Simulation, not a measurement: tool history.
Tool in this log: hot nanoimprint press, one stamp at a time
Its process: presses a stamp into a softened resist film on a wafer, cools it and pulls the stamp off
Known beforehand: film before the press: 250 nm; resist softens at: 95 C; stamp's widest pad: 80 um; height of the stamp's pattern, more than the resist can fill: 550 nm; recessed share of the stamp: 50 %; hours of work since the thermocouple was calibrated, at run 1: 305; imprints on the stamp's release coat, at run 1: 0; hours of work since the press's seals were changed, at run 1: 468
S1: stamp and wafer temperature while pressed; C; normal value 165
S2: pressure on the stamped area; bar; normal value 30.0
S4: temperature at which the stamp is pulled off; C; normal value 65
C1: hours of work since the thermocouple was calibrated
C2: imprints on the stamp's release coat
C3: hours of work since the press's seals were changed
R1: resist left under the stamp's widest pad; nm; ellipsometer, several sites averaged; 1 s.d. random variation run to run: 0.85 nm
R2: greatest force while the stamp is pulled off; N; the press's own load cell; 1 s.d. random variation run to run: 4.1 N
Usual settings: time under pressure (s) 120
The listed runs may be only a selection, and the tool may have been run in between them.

Run 1, hour 0.0: usual settings; C1 305; C2 0; C3 468. Result: R1 113.0 nm, R2 198 N.
Run 2, hour 33.2: usual settings; C1 321; C2 90; C3 484. Result: R1 113.0 nm, R2 198 N.
Run 3, hour 74.7: usual settings but S1 153 C; C1 341; C2 203; C3 503. Result: R1 168.8 nm, R2 197 N.
Run 4, hour 101.8: usual settings but S2 26.9 bar; C1 354; C2 276; C3 516. Result: R1 120.3 nm, R2 206 N.
Run 5, hour 136.5: usual settings but S2 26.9 bar, S4 60 C; C1 371; C2 370; C3 533. Result: R1 121.3 nm, R2 203 N.
Run 6, hour 174.2: usual settings but S2 26.9 bar, S4 60 C; C1 389; C2 472; C3 551. Result: R1 120.0 nm, R2 204 N.
Run 7, hour 211.2: usual settings but S2 26.9 bar, S4 60 C; C1 406; C2 573; C3 569. Result: R1 121.5 nm, R2 209 N.
Run 8, hour 237.0: usual settings; C1 419; C2 643; C3 581. Result: R1 113.2 nm, R2 196 N.
At hour 257.3: stamp cleaned and given a new release coat.
Run 9, hour 280.3: usual settings; C1 437; C2 63; C3 599. Result: R1 115.3 nm, R2 196 N.
At hour 301.4: plate thermocouple calibrated.
Run 10, hour 333.3: usual settings; C1 15; C2 198; C3 623. Result: R1 114.0 nm, R2 197 N.
Run 11, hour 384.8: usual settings; C1 40; C2 338; C3 648. Result: R1 113.7 nm, R2 198 N.
Run 12, hour 418.2: usual settings but S1 163 C, time under pressure (s) 192, S4 67 C; C1 56; C2 428; C3 664. Result: R1 102.8 nm, R2 195 N.
Run 13, hour 462.5: usual settings but S1 164 C, S2 35.1 bar, time under pressure (s) 155, S4 56 C; C1 77; C2 548; C3 685. Result: R1 100.1 nm, R2 223 N.
At hour 515.7: stamp cleaned and given a new release coat.
Run 14, hour 518.0: usual settings but S1 164 C, S2 35.1 bar, time under pressure (s) 155, S4 56 C; C1 101; C2 7; C3 709. Result: R1 99.8 nm, R2 215 N.
Run 15, hour 541.2: usual settings but S1 161 C; C1 112; C2 69; C3 720. Result: R1 131.8 nm, R2 196 N.
Run 16, hour 577.9: usual settings but S1 163 C, S2 30.2 bar, time under pressure (s) 185; C1 130; C2 169; C3 737. Result: R1 105.2 nm, R2 200 N.
At hour 603.7: press's hydraulic seals changed and the load cell set to zero.
Run 17, hour 621.7: usual settings but S1 163 C, S2 30.2 bar, time under pressure (s) 185; C1 147; C2 266; C3 9. Result: R1 105.1 nm, R2 195 N.
Run 18, hour 664.0: usual settings but S1 161 C; C1 167; C2 380; C3 29. Result: R1 128.7 nm, R2 199 N.
Run 19, hour 697.9: usual settings but S1 161 C; C1 183; C2 472; C3 45. Result: R1 131.0 nm, R2 199 N.
Run 20, hour 729.0: usual settings but S1 161 C, S2 27.8 bar, S4 70 C; C1 198; C2 557; C3 60. Result: R1 135.7 nm, R2 188 N.

Here are 5 independent what-if runs from the current tool condition. What would each one return?
Run A, hour 772.0: usual settings but S1 173 C, S2 27.8 bar, S4 70 C; C1 219; C2 673; C3 81. Result: R1 ?, R2 ?.
Run B, hour 772.0: usual settings but S4 73 C; C1 219; C2 673; C3 81. Result: R1 ?, R2 ?.
Run C, hour 772.0: usual settings but S1 161 C, S2 27.8 bar, time under pressure (s) 179, S4 64 C; C1 219; C2 673; C3 81. Result: R1 ?, R2 ?.
Run D, hour 772.0: usual settings but S1 161 C, S2 27.8 bar, time under pressure (s) 100, S4 70 C; C1 219; C2 673; C3 81. Result: R1 ?, R2 ?.
Run E, hour 772.0: usual settings but S1 160 C; C1 219; C2 673; C3 81. Result: R1 ?, R2 ?.

run     R1   R2
  A   91.6  194
  B  114.2  189
  C  119.2  205
  D  143.4  196
  E  135.1  202
Take away the tool's hidden state, keep each run's random variation, and the runs would have read:
run     R1   R2
  A   91.4  191
  B  114.0  186
  C  119.0  202
  D  143.2  193
  E  134.8  199
